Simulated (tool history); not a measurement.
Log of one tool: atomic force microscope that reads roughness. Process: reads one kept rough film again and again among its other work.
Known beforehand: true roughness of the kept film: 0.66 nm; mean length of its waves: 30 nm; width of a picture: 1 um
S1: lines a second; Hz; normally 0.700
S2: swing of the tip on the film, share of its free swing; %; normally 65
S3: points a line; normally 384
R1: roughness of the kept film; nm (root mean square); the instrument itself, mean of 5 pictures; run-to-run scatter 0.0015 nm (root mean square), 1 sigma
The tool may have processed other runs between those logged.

{"run": 1, "hour": 0.0, "S1": 0.7, "S2": 65, "S3": 384, "R1": 0.617}
{"run": 2, "hour": 5.1, "S1": 0.7, "S2": 65, "S3": 384, "R1": 0.618}
{"run": 3, "hour": 11.7, "S1": 0.7, "S2": 65, "S3": 384, "R1": 0.612}
{"run": 4, "hour": 21.2, "S1": 0.7, "S2": 65, "S3": 384, "R1": 0.609}
{"hour": 30.4, "done": "new tip fitted"}
{"run": 5, "hour": 31.7, "S1": 0.7, "S2": 65, "S3": 384, "R1": 0.63}
{"run": 6, "hour": 39.5, "S1": 0.7, "S2": 65, "S3": 384, "R1": 0.629}
{"run": 7, "hour": 45.5, "S1": 0.7, "S2": 85, "S3": 384, "R1": 0.618}
{"run": 8, "hour": 51.3, "S1": 0.7, "S2": 85, "S3": 384, "R1": 0.617}
{"run": 9, "hour": 58.6, "S1": 0.7, "S2": 85, "S3": 384, "R1": 0.611}
{"run": 10, "hour": 66.9, "S1": 0.7, "S2": 65, "S3": 340, "R1": 0.62}
{"run": 11, "hour": 72.2, "S1": 2.727, "S2": 65, "S3": 384, "R1": 0.603}
{"run": 12, "hour": 81.4, "S1": 0.98, "S2": 64, "S3": 384, "R1": 0.614}
{"run": 13, "hour": 91.2, "S1": 0.98, "S2": 64, "S3": 530, "R1": 0.613}
{"run": 14, "hour": 96.7, "S1": 0.98, "S2": 64, "S3": 530, "R1": 0.612}
{"run": 15, "hour": 101.0, "S1": 0.73, "S2": 88, "S3": 384, "R1": 0.594}
{"run": 16, "hour": 108.6, "S1": 3.065, "S2": 78, "S3": 877, "R1": 0.57}
{"run": 17, "hour": 114.4, "S1": 0.658, "S2": 57, "S3": 361, "R1": 0.607}
{"hour": 118.8, "done": "new tip fitted"}
{"run": 18, "hour": 123.8, "S1": 2.865, "S2": 72, "S3": 415, "R1": 0.603}
{"run": 19, "hour": 128.1, "S1": 2.865, "S2": 67, "S3": 415, "R1": 0.604}
{"run": 20, "hour": 133.1, "S1": 2.865, "S2": 67, "S3": 415, "R1": 0.608}
{"run": 21, "hour": 139.3, "S1": 2.865, "S2": 67, "S3": 415, "R1": 0.608}
{"run": 22, "hour": 148.9, "S1": 0.713, "S2": 80, "S3": 477, "R1": 0.617}

3 options for the next run, each taken on its own from the tool as it stands now. Forecast them:
{"run": "A", "hour": 158.6, "S1": 0.713, "S2": 73, "S3": 477, "R1": "?"}
{"run": "B", "hour": 158.6, "S1": 2.331, "S2": 75, "S3": 925, "R1": "?"}
{"run": "C", "hour": 158.6, "S1": 0.713, "S2": 81, "S3": 477, "R1": "?"}

run=A R1=0.619
run=B R1=0.596
run=C R1=0.613
Stripped of hidden state, with their random variation kept, the same runs would have yielded:
run=A R1=0.630
run=B R1=0.607
run=C R1=0.624
